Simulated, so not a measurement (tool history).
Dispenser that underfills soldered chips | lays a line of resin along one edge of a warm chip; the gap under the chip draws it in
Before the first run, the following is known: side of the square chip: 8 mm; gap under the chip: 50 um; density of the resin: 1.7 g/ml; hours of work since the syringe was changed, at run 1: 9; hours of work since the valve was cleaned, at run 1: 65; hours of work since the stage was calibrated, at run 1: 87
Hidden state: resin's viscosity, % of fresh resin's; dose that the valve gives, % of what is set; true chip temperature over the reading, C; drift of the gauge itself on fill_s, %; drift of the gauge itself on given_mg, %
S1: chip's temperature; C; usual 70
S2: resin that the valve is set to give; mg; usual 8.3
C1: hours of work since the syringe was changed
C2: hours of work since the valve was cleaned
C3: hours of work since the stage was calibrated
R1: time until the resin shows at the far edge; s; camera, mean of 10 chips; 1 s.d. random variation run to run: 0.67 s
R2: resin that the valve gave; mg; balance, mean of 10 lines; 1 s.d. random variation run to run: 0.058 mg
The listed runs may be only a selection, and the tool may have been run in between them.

run	hour	S1	S2	C1	C2	C3	R1	R2
1	0	70	8.3	9	65	87	85.8	8.02
# hour 1: new syringe of resin
2	9.7	70	8.3	6	72	94	79	8.11
# hour 13.6: new syringe of resin
3	22.1	70	8.34	6	81	103	80.3	7.91
# hour 26.3: new syringe of resin
4	28.9	70	8.34	2	85	107	64.9	7.88
5	37.5	70	8.34	8	92	114	87.2	7.95
# hour 39: new syringe of resin
6	51	70	8.34	9	102	124	85.7	7.95
# hour 52.2: new syringe of resin
# hour 55.8: dispensing valve cleaned and set on the balance
7	63.7	70	10.02	8	6	132	80.2	9.99
# hour 66.5: new syringe of resin
8	71.8	70	10.02	4	12	138	68.5	9.95
# hour 79.2: new syringe of resin
9	85.9	80	8.42	5	22	148	50.5	8.36
# hour 91.9: new syringe of resin
10	95.8	59	9.72	3	29	155	96.7	9.55
# hour 105.1: new syringe of resin
11	108	67	8.3	2	38	164	69.3	8.16
# hour 118.4: new syringe of resin
12	118.4	58	9.56	0	45	172	90.3	9.29
# hour 131.1: new syringe of resin
13	133.4	74	9.56	2	56	183	54.6	9.3

Hidden condition of the tool, last listed run before each entry between runs versus first listed run after:
Logged between run 1 and run 2: new syringe of resin (hour 1)
  resin's viscosity, % of fresh resin's: 145.4 -> 133.6; dose that the valve gives, % of what is set: 96.89 -> 96.54; true chip temperature over the reading, C: 0.29 -> 0.32
  measured less the result without the state, R1: +26.3 -> +19.6 s; R2: -0.25 -> -0.29 mg
Logged between run 2 and run 3: new syringe of resin (hour 13.6)
  resin's viscosity, % of fresh resin's: 133.6 -> 134; dose that the valve gives, % of what is set: 96.54 -> 96.12; true chip temperature over the reading, C: 0.32 -> 0.36
  measured less the result without the state, R1: +19.6 -> +19.9 s; R2: -0.29 -> -0.32 mg
Logged between run 3 and run 4: new syringe of resin (hour 26.3)
  resin's viscosity, % of fresh resin's: 134 -> 109.6; dose that the valve gives, % of what is set: 96.12 -> 95.89; true chip temperature over the reading, C: 0.36 -> 0.38
  measured less the result without the state, R1: +19.9 -> +5.3 s; R2: -0.32 -> -0.34 mg
Logged between run 5 and run 6: new syringe of resin (hour 39)
  resin's viscosity, % of fresh resin's: 145.1 -> 147.6; dose that the valve gives, % of what is set: 95.56 -> 95.08; true chip temperature over the reading, C: 0.41 -> 0.45
  measured less the result without the state, R1: +26.6 -> +27.3 s; R2: -0.37 -> -0.41 mg
Logged between run 6 and run 7: new syringe of resin (hour 52.2); dispensing valve cleaned and set on the balance (hour 55.8)
  resin's viscosity, % of fresh resin's: 147.6 -> 141.5; dose that the valve gives, % of what is set: 95.08 -> 99.58; true chip temperature over the reading, C: 0.45 -> 0.49
  measured less the result without the state, R1: +27.3 -> +22.6 s; R2: -0.41 -> -0.04 mg
Logged between run 7 and run 8: new syringe of resin (hour 66.5)
  resin's viscosity, % of fresh resin's: 141.5 -> 119.3; dose that the valve gives, % of what is set: 99.58 -> 99.31; true chip temperature over the reading, C: 0.49 -> 0.51
  measured less the result without the state, R1: +22.6 -> +10.1 s; R2: -0.04 -> -0.07 mg
Logged between run 8 and run 9: new syringe of resin (hour 79.2)
  resin's viscosity, % of fresh resin's: 119.3 -> 123.8; dose that the valve gives, % of what is set: 99.31 -> 98.83; true chip temperature over the reading, C: 0.51 -> 0.56
  measured less the result without the state, R1: +10.1 -> +9.1 s; R2: -0.07 -> -0.09 mg
Logged between run 9 and run 10: new syringe of resin (hour 91.9)
  resin's viscosity, % of fresh resin's: 123.8 -> 112.6; dose that the valve gives, % of what is set: 98.83 -> 98.46; true chip temperature over the reading, C: 0.56 -> 0.59
  measured less the result without the state, R1: +9.1 -> +8.9 s; R2: -0.09 -> -0.15 mg
Logged between run 10 and run 11: new syringe of resin (hour 105.1)
  resin's viscosity, % of fresh resin's: 112.6 -> 109.2; dose that the valve gives, % of what is set: 98.46 -> 98.03; true chip temperature over the reading, C: 0.59 -> 0.63
  measured less the result without the state, R1: +8.9 -> +4.6 s; R2: -0.15 -> -0.17 mg
Logged between run 11 and run 12: new syringe of resin (hour 118.4)
  resin's viscosity, % of fresh resin's: 109.2 -> 99.8; dose that the valve gives, % of what is set: 98.03 -> 97.68; true chip temperature over the reading, C: 0.63 -> 0.66
  measured less the result without the state, R1: +4.6 -> -2.4 s; R2: -0.17 -> -0.23 mg
Logged between run 12 and run 13: new syringe of resin (hour 131.1)
  resin's viscosity, % of fresh resin's: 99.8 -> 108.9; dose that the valve gives, % of what is set: 97.68 -> 97.15; true chip temperature over the reading, C: 0.66 -> 0.71
  measured less the result without the state, R1: -2.4 -> +3.4 s; R2: -0.23 -> -0.27 mg

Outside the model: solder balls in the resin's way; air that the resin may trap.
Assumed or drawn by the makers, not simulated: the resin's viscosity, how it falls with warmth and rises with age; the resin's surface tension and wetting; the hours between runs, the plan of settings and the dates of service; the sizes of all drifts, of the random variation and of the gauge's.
